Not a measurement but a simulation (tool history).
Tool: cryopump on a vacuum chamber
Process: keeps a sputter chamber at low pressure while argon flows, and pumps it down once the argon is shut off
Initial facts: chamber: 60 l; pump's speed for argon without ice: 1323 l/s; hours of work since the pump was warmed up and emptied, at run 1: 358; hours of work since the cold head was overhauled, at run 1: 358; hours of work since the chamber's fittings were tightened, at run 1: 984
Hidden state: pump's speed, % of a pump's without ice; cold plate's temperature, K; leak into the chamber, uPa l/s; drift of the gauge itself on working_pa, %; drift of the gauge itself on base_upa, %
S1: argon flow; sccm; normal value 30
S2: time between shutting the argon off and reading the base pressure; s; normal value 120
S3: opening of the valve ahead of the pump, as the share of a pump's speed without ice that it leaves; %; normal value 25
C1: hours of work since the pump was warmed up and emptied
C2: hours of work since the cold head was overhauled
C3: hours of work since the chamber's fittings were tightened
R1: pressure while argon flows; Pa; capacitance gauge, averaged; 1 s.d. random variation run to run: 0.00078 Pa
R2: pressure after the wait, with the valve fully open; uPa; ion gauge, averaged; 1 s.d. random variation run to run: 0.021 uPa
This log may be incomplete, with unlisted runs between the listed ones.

run    hour  S1   S2  S3    C1    C2    C3      R1    R2
  1     0.0  30  120  25   358   358   984  0.1554  0.94
  2    39.7  30  120  25   377   377  1002  0.1550  0.88
  3   109.8  30  120  25   409   409  1035  0.1555  0.93
  4   139.8  39  120  25   423   423  1049  0.2052  0.92
  5   194.5  39   93  25   449   449  1074  0.2036  0.98
  6   265.9  27  120  25   482   482  1108  0.1427  1.01
  7   327.7  27  120  25   511   511  1136  0.1419  0.96
  8   362.1  30  120  24   527   527  1152  0.1635  0.96
  9   401.7  30  120  24   545   545  1171  0.1650  1.00
 10   466.1  30  120  25   575   575  1201  0.1581  0.96
 11   509.4  45  120  25   595   595  1221  0.2388  1.02
 12   551.5  45  120  25   615   615  1240  0.2371  1.02
 13   591.8  30  120  25   634   634  1259  0.1599  1.03
 14   656.8  30  120  25   664   664  1289  0.1585  1.06
 15   689.9  30   21  25   679   679  1305  0.1587  2.19
 16   748.2  30  120  25   706   706  1332  0.1599  1.07
      794.0  -- leaking fittings of the chamber tightened, without venting
 17   808.0  25  120  25   733   733     6  0.1335  0.54
 18   845.1  15  120  25   751   751    24  0.0804  0.58
 19   915.9  43  120  25   784   784    57  0.2322  0.58
 20   975.5  43  120  25   811   811    84  0.2293  0.64
 21  1007.3  59   58  26   826   826    99  0.3064  0.88
 22  1066.3  17   26  25   854   854   127  0.0917  1.45
 23  1105.6  14  165  29   872   872   145  0.0658  0.55
 24  1134.5  53  120  45   885   885   158  0.1664  0.65
 25  1178.4  48   85  25   906   906   179  0.2620  0.71
 26  1222.6  48   85  57   926   926   199  0.1242  0.75
 27  1274.7  30  297  25   950   950   224  0.1631  0.52
 28  1308.5  30  255  45   966   966   239  0.0952  0.52
 29  1347.3  30  255  45   984   984   257  0.0945  0.55
 30  1406.9  30  255  45  1012  1012   285  0.0945  0.56
 31  1450.5  33   28  25  1032  1032   305  0.1801  1.52
 32  1489.4  33   28  25  1050  1050   323  0.1815  1.54
 33  1549.3  19  200  20  1078  1078   351  0.1285  0.62
     1581.5  -- pump warmed up, emptied and cooled again
 34  1594.9  16   80  48     6  1097   370  0.0425  0.75
 35  1661.0  23   61  19    37  1128   401  0.1541  0.88

Consider 3 possible next runs. They are alternatives, not a sequence: every one starts from the tool as it was left by run 35. What does each give?
  A  1732.0  57   23  19  70  1161  434   ?   ?
  B  1732.0  30  261  25  70  1161  434   ?   ?
  C  1732.0  30   64  52  70  1161  434   ?   ?

run      R1    R2
  A  0.3829  1.73
  B  0.1539  0.56
  C  0.0749  0.93
Had the tool no hidden state, the same runs would have come out as:
run      R1    R2
  A  0.3806  1.54
  B  0.1527  0.37
  C  0.0737  0.74
